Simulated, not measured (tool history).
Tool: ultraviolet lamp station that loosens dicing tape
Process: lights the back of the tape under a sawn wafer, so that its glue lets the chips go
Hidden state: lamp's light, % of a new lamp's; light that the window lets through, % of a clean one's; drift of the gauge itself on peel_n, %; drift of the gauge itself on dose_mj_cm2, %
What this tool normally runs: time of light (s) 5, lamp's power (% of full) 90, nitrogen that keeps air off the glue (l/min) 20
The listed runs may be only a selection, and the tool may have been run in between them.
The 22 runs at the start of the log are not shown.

| run | day | time of light (s) | lamp's power (% of full) | nitrogen that keeps air off the glue (l/min) | hours of work of the lamp | hours of work since the window was cleaned | force that peels the tape off (N) | light that reached the tape (mJ/cm2) |
|---|---|---|---|---|---|---|---|---|
| 23 | 9.217 | 8 | 93 | 25 | 347 | 365 | 0.317 | 554 |
| 24 | 9.558 | 5 | 81 | 20 | 351 | 369 | 1.084 | 298 |
| 25 | 9.925 | 5 | 70 | 23 | 355 | 373 | 1.322 | 258 |
|  | 10.338 | window cleaned of glue's vapour |
| 26 | 10.512 | 5 | 70 | 23 | 361 | 2 | 0.925 | 300 |
| 27 | 11 | 5 | 76 | 20 | 367 | 7 | 0.903 | 331 |
| 28 | 11.388 | 5 | 76 | 20 | 371 | 12 | 0.882 | 326 |
| 29 | 11.921 | 2 | 72 | 21 | 377 | 18 | 3.512 | 122 |
| 30 | 12.238 | 2 | 72 | 21 | 381 | 21 | 3.498 | 121 |
| 31 | 12.583 | 2 | 72 | 21 | 385 | 25 | 3.411 | 121 |
| 32 | 12.858 | 3 | 72 | 21 | 388 | 28 | 2.255 | 182 |
| 33 | 13.417 | 4 | 100 | 21 | 394 | 34 | 0.81 | 338 |
| 34 | 13.65 | 4 | 100 | 21 | 397 | 37 | 0.838 | 338 |
| 35 | 13.95 | 4 | 78 | 13 | 400 | 40 | 1.792 | 261 |
| 36 | 14.3 | 4 | 78 | 13 | 404 | 44 | 1.807 | 264 |
| 37 | 14.546 | 4 | 69 | 13 | 407 | 47 | 2.13 | 227 |
| 38 | 14.842 | 4 | 82 | 11 | 410 | 50 | 1.784 | 272 |
| 39 | 15.204 | 4 | 82 | 11 | 414 | 54 | 1.841 | 269 |
| 40 | 15.621 | 3 | 82 | 33 | 419 | 59 | 1.509 | 202 |
| 41 | 16.05 | 3 | 69 | 34 | 423 | 64 | 1.971 | 172 |
| 42 | 16.471 | 3 | 69 | 34 | 428 | 69 | 1.955 | 169 |
| 43 | 16.783 | 4 | 71 | 9 | 432 | 72 | 2.609 | 233 |
| 44 | 17.25 | 4 | 78 | 9 | 437 | 77 | 2.343 | 254 |

Below are 4 alternative next runs, each starting from the tool's condition after run 44. Predict each:
| A | 17.783 | 4 | 69 | 8 | 443 | 83 | ? | ? |
| B | 17.783 | 6 | 90 | 7 | 443 | 83 | ? | ? |
| C | 17.783 | 5 | 90 | 16 | 443 | 83 | ? | ? |
| D | 17.783 | 10 | 78 | 12 | 443 | 83 | ? | ? |

| run | force that peels the tape off (N) | light that reached the tape (mJ/cm2) |
|---|---|---|
| A | 2.758 | 224 |
| B | 1.2 | 437 |
| C | 0.895 | 361 |
| D | 0.4 | 630 |
The same runs, with their run-to-run variation unchanged, on a tool lacking any hidden condition would have given:
| run | force that peels the tape off (N) | light that reached the tape (mJ/cm2) |
|---|---|---|
| A | 2.04 | 286 |
| B | 0.755 | 559 |
| C | 0.557 | 463 |
| D | 0.292 | 806 |
